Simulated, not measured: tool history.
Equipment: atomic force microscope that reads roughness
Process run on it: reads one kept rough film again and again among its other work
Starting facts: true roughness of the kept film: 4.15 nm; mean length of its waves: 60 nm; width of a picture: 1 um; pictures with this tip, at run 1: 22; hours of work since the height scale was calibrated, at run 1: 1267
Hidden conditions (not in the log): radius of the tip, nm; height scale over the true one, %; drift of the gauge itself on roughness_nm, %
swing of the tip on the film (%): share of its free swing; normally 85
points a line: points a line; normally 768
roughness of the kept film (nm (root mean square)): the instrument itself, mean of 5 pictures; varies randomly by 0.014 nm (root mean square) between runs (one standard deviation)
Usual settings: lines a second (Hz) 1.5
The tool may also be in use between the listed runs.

run    hour  lines a second (Hz)  swing of the tip on the film (%)  points a line  pictures with this tip  hours of work since the height scale was calibrated  roughness of the kept film (nm (root mean square))
  1       0                  1.5                                85            768                      22                                                 1267                                               3.363
       30.3  -- new tip fitted
  2    42.7                  1.5                                85            768                      19                                                 1298                                               3.368
       74.3  -- new tip fitted
  3    80.1                  1.5                                85            768                       9                                                 1324                                               3.392
      116.3  -- new tip fitted
  4   120.4                  1.5                                76            768                       7                                                 1353                                               3.656
  5   154.6                 1.16                                85            768                      60                                                 1378                                                3.47
      160.5  -- new tip fitted
  6   181.5                 1.16                                85            768                      33                                                 1397                                               3.516
      204.3  -- new tip fitted
  7   214.8                  1.5                                85            503                      16                                                 1421                                               3.395
      246.4  -- new tip fitted
  8   250.3                  1.5                                85            503                       6                                                 1447                                               3.419
  9   282.5                  1.5                                85            325                      56                                                 1470                                               3.324
      290.4  -- new tip fitted
 10     311                  1.5                                85            768                      32                                                 1491                                               3.385
      333.2  -- new tip fitted
 11   342.2                  1.5                                85            532                      14                                                 1513                                               3.413
      378.6  -- new tip fitted
 12   381.5                  1.5                                85            768                       5                                                 1541                                                3.42
      421.2  -- new tip fitted
 13   421.2                  1.5                                85            276                       0                                                 1570                                               3.413
      437.2  -- height scale calibrated on a step standard
 14   443.2                  1.5                                85            276                      32                                                    4                                               3.295
      465.1  -- new tip fitted
 15   473.3                  1.5                                85            276                      13                                                   26                                               3.325
      509.1  -- new tip fitted
 16   515.5                  1.5                                85            276                      10                                                   56                                               3.331
        552  -- new tip fitted
 17   563.4                  1.5                                66            768                      17                                                   91                                               3.759
      594.3  -- new tip fitted
 18   598.9                  1.5                                66            768                       8                                                  116                                               3.784
      637.7  -- new tip fitted
 19   645.4                  1.5                                66            768                      12                                                  150                                               3.778
      681.8  -- new tip fitted
 20   690.1                  1.5                                66            768                      12                                                  182                                               3.751
      724.2  -- new tip fitted
 21   725.3                  1.5                                85            768                       1                                                  207                                               3.344
      766.3  -- new tip fitted
 22   771.9                  1.5                                85            768                       9                                                  241                                               3.317
 23     801                  1.5                                85            768                      54                                                  262                                               3.292
        809  -- new tip fitted
      852.2  -- new tip fitted
 24   852.2                  1.5                                85            768                       0                                                  298                                               3.383
 25   881.4                  1.5                                85            768                      45                                                  320                                               3.305
      894.8  -- new tip fitted
 26   917.4                  1.5                                58            768                      35                                                  346                                               3.828
      938.2  -- new tip fitted
 27   955.1                 0.94                                58            309                      26                                                  373                                                3.91
      981.4  -- new tip fitted
 28     997                 0.94                                58            309                      24                                                  403                                               3.911
     1023.6  -- new tip fitted
 29  1037.3                 0.94                                61            833                      22                                                  432                                               3.913
     1065.8  -- new tip fitted
 30  1074.9                 0.94                                69            438                      14                                                  459                                               3.848
     1110.3  -- new tip fitted
 31  1112.5                 0.94                                69            438                       4                                                  486                                               3.889
 32  1143.6                 1.03                                68            768                      52                                                  508                                               3.773
     1152.7  -- new tip fitted
 33  1173.7                 0.61                                86            811                      33                                                  530                                               3.686
     1195.9  -- new tip fitted
 34    1223                 0.59                                86            300                      42                                                  565                                                3.69
     1239.5  -- new tip fitted
 35  1253.7                 3.47                                66            768                      22                                                  588                                               3.447
     1282.4  -- new tip fitted
 36  1295.3                 2.23                                66            418                      20                                                  617                                               3.628

Forecast run 37:
     1326.6  -- new tip fitted
 37  1330.3                 0.51                                89            933                       5                                                  642                                                   ?

roughness of the kept film (nm (root mean square)): 3.773
Take away the tool's hidden state, keep the run-to-run variation as it was, and the same run would have given roughness of the kept film (nm (root mean square)) 3.749.
